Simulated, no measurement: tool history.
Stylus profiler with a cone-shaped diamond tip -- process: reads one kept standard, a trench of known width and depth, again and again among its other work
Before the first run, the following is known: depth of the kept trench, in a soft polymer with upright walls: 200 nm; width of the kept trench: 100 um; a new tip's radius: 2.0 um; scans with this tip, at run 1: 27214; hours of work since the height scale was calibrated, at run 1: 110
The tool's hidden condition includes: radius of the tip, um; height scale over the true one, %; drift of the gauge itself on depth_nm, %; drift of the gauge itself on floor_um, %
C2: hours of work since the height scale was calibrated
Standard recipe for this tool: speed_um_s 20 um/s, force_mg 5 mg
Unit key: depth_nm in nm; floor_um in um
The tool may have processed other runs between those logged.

Run 1, hour 0: usual settings; scans with this tip 27214; C2 110. Result: depth_nm 203.45 nm, floor_um 97.22 um.
Run 2, hour 61.6: usual settings; scans with this tip 27672; C2 143. Result: depth_nm 203.53 nm, floor_um 97.27 um.
Run 3, hour 128.4: usual settings but speed_um_s 13 um/s; scans with this tip 28167; C2 178. Result: depth_nm 203.61 nm, floor_um 97.21 um.
Run 4, hour 182.6: usual settings; scans with this tip 28570; C2 207. Result: depth_nm 203.64 nm, floor_um 97.24 um.
Run 5, hour 237.9: usual settings; scans with this tip 28981; C2 237. Result: depth_nm 203.66 nm, floor_um 97.15 um.
Run 6, hour 288.7: usual settings; scans with this tip 29358; C2 264. Result: depth_nm 203.85 nm, floor_um 97.17 um.
Run 7, hour 366.7: usual settings; scans with this tip 29937; C2 305. Result: depth_nm 203.68 nm, floor_um 97.2 um.
Run 8, hour 444.8: usual settings; scans with this tip 30517; C2 347. Result: depth_nm 203.88 nm, floor_um 97.16 um.
Run 9, hour 507.1: usual settings; scans with this tip 30980; C2 380. Result: depth_nm 203.77 nm, floor_um 97.14 um.
Run 10, hour 555.4: usual settings; scans with this tip 31338; C2 406. Result: depth_nm 203.84 nm, floor_um 97.08 um.
Run 11, hour 599.4: usual settings; scans with this tip 31665; C2 429. Result: depth_nm 203.82 nm, floor_um 97.12 um.
Run 12, hour 662.5: usual settings; scans with this tip 32133; C2 463. Result: depth_nm 203.87 nm, floor_um 97.19 um.
Run 13, hour 720.6: usual settings; scans with this tip 32565; C2 494. Result: depth_nm 203.95 nm, floor_um 97.1 um.
Run 14, hour 800.9: usual settings; scans with this tip 33161; C2 537. Result: depth_nm 203.99 nm, floor_um 97.1 um.
Run 15, hour 900.6: usual settings; scans with this tip 33901; C2 590. Result: depth_nm 204.03 nm, floor_um 97.06 um.
Run 16, hour 951.1: usual settings but force_mg 1.74 mg; scans with this tip 34276; C2 617. Result: depth_nm 202.15 nm, floor_um 96.96 um.
Run 17, hour 1046.4: usual settings but force_mg 1.74 mg; scans with this tip 34984; C2 668. Result: depth_nm 202.3 nm, floor_um 97 um.
Run 18, hour 1142.3: usual settings but force_mg 1.74 mg; scans with this tip 35696; C2 719. Result: depth_nm 202.3 nm, floor_um 96.94 um.
At hour 1159.8: new tip fitted, height scale calibrated.
Run 19, hour 1214.5: usual settings but force_mg 1.74 mg; scans with this tip 406; C2 29. Result: depth_nm 201.66 nm, floor_um 98.08 um.
Run 20, hour 1296.9: usual settings but force_mg 1.74 mg; scans with this tip 1018; C2 73. Result: depth_nm 201.67 nm, floor_um 98.03 um.
Run 21, hour 1355.8: usual settings but speed_um_s 29 um/s, force_mg 1.74 mg; scans with this tip 1455; C2 104. Result: depth_nm 201.58 nm, floor_um 97.96 um.
Run 22, hour 1434.1: usual settings but speed_um_s 29 um/s, force_mg 1.74 mg; scans with this tip 2037; C2 146. Result: depth_nm 201.73 nm, floor_um 97.91 um.

Run 23 has not been measured yet. What should we expect?
Run 23, hour 1512.3: usual settings but speed_um_s 29 um/s, force_mg 3.48 mg; scans with this tip 2618; C2 188. Result: depth_nm ?, floor_um ?.

depth_nm: 202.89 nm
floor_um: 97.95 um
With the hidden condition absent and the run-to-run variation left alone, this run would have shown depth_nm 202.84 nm, floor_um 98.07 um.
